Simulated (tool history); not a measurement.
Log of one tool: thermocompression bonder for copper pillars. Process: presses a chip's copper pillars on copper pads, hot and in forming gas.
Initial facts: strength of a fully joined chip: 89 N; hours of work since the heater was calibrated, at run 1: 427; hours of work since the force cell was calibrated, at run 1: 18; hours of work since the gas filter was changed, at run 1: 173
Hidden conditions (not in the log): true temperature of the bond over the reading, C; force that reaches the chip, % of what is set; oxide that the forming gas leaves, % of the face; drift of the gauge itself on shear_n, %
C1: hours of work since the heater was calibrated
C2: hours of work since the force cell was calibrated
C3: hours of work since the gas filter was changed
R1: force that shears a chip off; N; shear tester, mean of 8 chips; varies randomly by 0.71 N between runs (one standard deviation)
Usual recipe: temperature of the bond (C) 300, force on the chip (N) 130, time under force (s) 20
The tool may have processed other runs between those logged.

run 1 hour=0.0 | temperature_of_the_bond_(C)=300 force_on_the_chip_(N)=130 time_under_force_(s)=20 | C1=427 C2=18 C3=173 | R1=46.5
run 2 hour=45.9 | temperature_of_the_bond_(C)=300 force_on_the_chip_(N)=130 time_under_force_(s)=20 | C1=446 C2=37 C3=191 | R1=45.6
run 3 hour=97.7 | temperature_of_the_bond_(C)=300 force_on_the_chip_(N)=130 time_under_force_(s)=20 | C1=467 C2=58 C3=212 | R1=45.3
run 4 hour=151.6 | temperature_of_the_bond_(C)=300 force_on_the_chip_(N)=130 time_under_force_(s)=20 | C1=488 C2=79 C3=234 | R1=44.3
run 5 hour=198.8 | temperature_of_the_bond_(C)=300 force_on_the_chip_(N)=130 time_under_force_(s)=20 | C1=508 C2=99 C3=253 | R1=44.3
run 6 hour=238.4 | temperature_of_the_bond_(C)=300 force_on_the_chip_(N)=185 time_under_force_(s)=20 | C1=524 C2=115 C3=269 | R1=55.3
run 7 hour=328.1 | temperature_of_the_bond_(C)=299 force_on_the_chip_(N)=130 time_under_force_(s)=20 | C1=560 C2=151 C3=306 | R1=42.0
run 8 hour=382.0 | temperature_of_the_bond_(C)=300 force_on_the_chip_(N)=130 time_under_force_(s)=20 | C1=582 C2=173 C3=327 | R1=42.7
-- hour=425.7 forming gas filter changed
run 9 hour=470.5 | temperature_of_the_bond_(C)=300 force_on_the_chip_(N)=130 time_under_force_(s)=20 | C1=617 C2=209 C3=18 | R1=48.4
run 10 hour=561.4 | temperature_of_the_bond_(C)=300 force_on_the_chip_(N)=130 time_under_force_(s)=20 | C1=654 C2=245 C3=55 | R1=46.8
run 11 hour=620.6 | temperature_of_the_bond_(C)=300 force_on_the_chip_(N)=130 time_under_force_(s)=20 | C1=678 C2=269 C3=79 | R1=46.2
run 12 hour=690.9 | temperature_of_the_bond_(C)=300 force_on_the_chip_(N)=130 time_under_force_(s)=20 | C1=707 C2=298 C3=108 | R1=45.6
-- hour=758.4 heater calibrated with a thermocouple chip
run 13 hour=772.1 | temperature_of_the_bond_(C)=300 force_on_the_chip_(N)=130 time_under_force_(s)=20 | C1=6 C2=330 C3=140 | R1=48.8
run 14 hour=833.3 | temperature_of_the_bond_(C)=279 force_on_the_chip_(N)=130 time_under_force_(s)=20 | C1=30 C2=355 C3=164 | R1=37.7
run 15 hour=898.1 | temperature_of_the_bond_(C)=300 force_on_the_chip_(N)=130 time_under_force_(s)=20 | C1=57 C2=381 C3=191 | R1=47.1
run 16 hour=966.7 | temperature_of_the_bond_(C)=278 force_on_the_chip_(N)=130 time_under_force_(s)=20 | C1=84 C2=409 C3=219 | R1=35.0
run 17 hour=1057.7 | temperature_of_the_bond_(C)=278 force_on_the_chip_(N)=130 time_under_force_(s)=20 | C1=121 C2=446 C3=255 | R1=35.7
run 18 hour=1145.6 | temperature_of_the_bond_(C)=278 force_on_the_chip_(N)=130 time_under_force_(s)=20 | C1=157 C2=481 C3=291 | R1=34.9
run 19 hour=1221.0 | temperature_of_the_bond_(C)=278 force_on_the_chip_(N)=106 time_under_force_(s)=20 | C1=188 C2=512 C3=322 | R1=29.3
-- hour=1279.7 forming gas filter changed
run 20 hour=1290.9 | temperature_of_the_bond_(C)=278 force_on_the_chip_(N)=106 time_under_force_(s)=20 | C1=216 C2=540 C3=5 | R1=31.8
run 21 hour=1336.7 | temperature_of_the_bond_(C)=300 force_on_the_chip_(N)=123 time_under_force_(s)=20 | C1=234 C2=559 C3=23 | R1=47.1
run 22 hour=1411.7 | temperature_of_the_bond_(C)=300 force_on_the_chip_(N)=123 time_under_force_(s)=44 | C1=265 C2=589 C3=54 | R1=58.6
run 23 hour=1490.8 | temperature_of_the_bond_(C)=300 force_on_the_chip_(N)=123 time_under_force_(s)=44 | C1=297 C2=621 C3=86 | R1=57.8
run 24 hour=1534.2 | temperature_of_the_bond_(C)=300 force_on_the_chip_(N)=79 time_under_force_(s)=44 | C1=314 C2=639 C3=103 | R1=43.1
run 25 hour=1574.3 | temperature_of_the_bond_(C)=300 force_on_the_chip_(N)=79 time_under_force_(s)=44 | C1=331 C2=655 C3=119 | R1=41.6
run 26 hour=1637.3 | temperature_of_the_bond_(C)=294 force_on_the_chip_(N)=86 time_under_force_(s)=59 | C1=356 C2=681 C3=145 | R1=45.3
run 27 hour=1695.6 | temperature_of_the_bond_(C)=299 force_on_the_chip_(N)=130 time_under_force_(s)=53 | C1=380 C2=704 C3=169 | R1=60.1
run 28 hour=1753.5 | temperature_of_the_bond_(C)=299 force_on_the_chip_(N)=130 time_under_force_(s)=44 | C1=403 C2=728 C3=192 | R1=57.2
run 29 hour=1820.9 | temperature_of_the_bond_(C)=278 force_on_the_chip_(N)=87 time_under_force_(s)=48 | C1=431 C2=755 C3=219 | R1=34.5
run 30 hour=1909.5 | temperature_of_the_bond_(C)=278 force_on_the_chip_(N)=130 time_under_force_(s)=12 | C1=466 C2=791 C3=255 | R1=29.2
run 31 hour=1951.6 | temperature_of_the_bond_(C)=307 force_on_the_chip_(N)=130 time_under_force_(s)=55 | C1=484 C2=808 C3=272 | R1=61.7
run 32 hour=2013.0 | temperature_of_the_bond_(C)=307 force_on_the_chip_(N)=130 time_under_force_(s)=17 | C1=508 C2=833 C3=297 | R1=42.7
run 33 hour=2098.6 | temperature_of_the_bond_(C)=300 force_on_the_chip_(N)=79 time_under_force_(s)=12 | C1=543 C2=868 C3=332 | R1=23.0
-- hour=2129.9 forming gas filter changed
run 34 hour=2155.6 | temperature_of_the_bond_(C)=317 force_on_the_chip_(N)=191 time_under_force_(s)=12 | C1=566 C2=890 C3=10 | R1=61.0
run 35 hour=2208.5 | temperature_of_the_bond_(C)=282 force_on_the_chip_(N)=130 time_under_force_(s)=20 | C1=587 C2=912 C3=32 | R1=38.2
run 36 hour=2263.8 | temperature_of_the_bond_(C)=300 force_on_the_chip_(N)=163 time_under_force_(s)=20 | C1=610 C2=934 C3=54 | R1=55.4
run 37 hour=2339.9 | temperature_of_the_bond_(C)=296 force_on_the_chip_(N)=154 time_under_force_(s)=27 | C1=641 C2=965 C3=85 | R1=55.7
run 38 hour=2427.9 | temperature_of_the_bond_(C)=296 force_on_the_chip_(N)=154 time_under_force_(s)=27 | C1=676 C2=1001 C3=121 | R1=53.5
run 39 hour=2517.4 | temperature_of_the_bond_(C)=296 force_on_the_chip_(N)=154 time_under_force_(s)=27 | C1=713 C2=1037 C3=157 | R1=51.9

Across each entry between runs, compare the hidden state at the last listed run before it with the hidden state at the first listed run after it:
Run 8 -> run 9: forming gas filter changed (hour 425.7)
  true temperature of the bond over the reading, C: -5.1 -> -5.4; force that reaches the chip, % of what is set: 99 -> 98.9; oxide that the forming gas leaves, % of the face: 11.54 -> 1.14
  difference, measured minus the result without the unlogged condition, R1: -8.2 -> -3.5 N
Run 12 -> run 13: heater calibrated with a thermocouple chip (hour 758.4)
  true temperature of the bond over the reading, C: -6.1 -> 1; force that reaches the chip, % of what is set: 98.7 -> 98.6; oxide that the forming gas leaves, % of the face: 4.12 -> 5.13
  difference, measured minus the result without the unlogged condition, R1: -5.2 -> -2.4 N
Run 19 -> run 20: forming gas filter changed (hour 1279.7)
  true temperature of the bond over the reading, C: -0.5 -> -0.8; force that reaches the chip, % of what is set: 98.2 -> 98.1; oxide that the forming gas leaves, % of the face: 11.2 -> 0.75
  difference, measured minus the result without the unlogged condition, R1: -4.3 -> -1.0 N
Run 33 -> run 34: forming gas filter changed (hour 2129.9)
  true temperature of the bond over the reading, C: -3.5 -> -3.7; force that reaches the chip, % of what is set: 97.3 -> 97.2; oxide that the forming gas leaves, % of the face: 11.25 -> 0.91
  difference, measured minus the result without the unlogged condition, R1: -4.6 -> -2.9 N
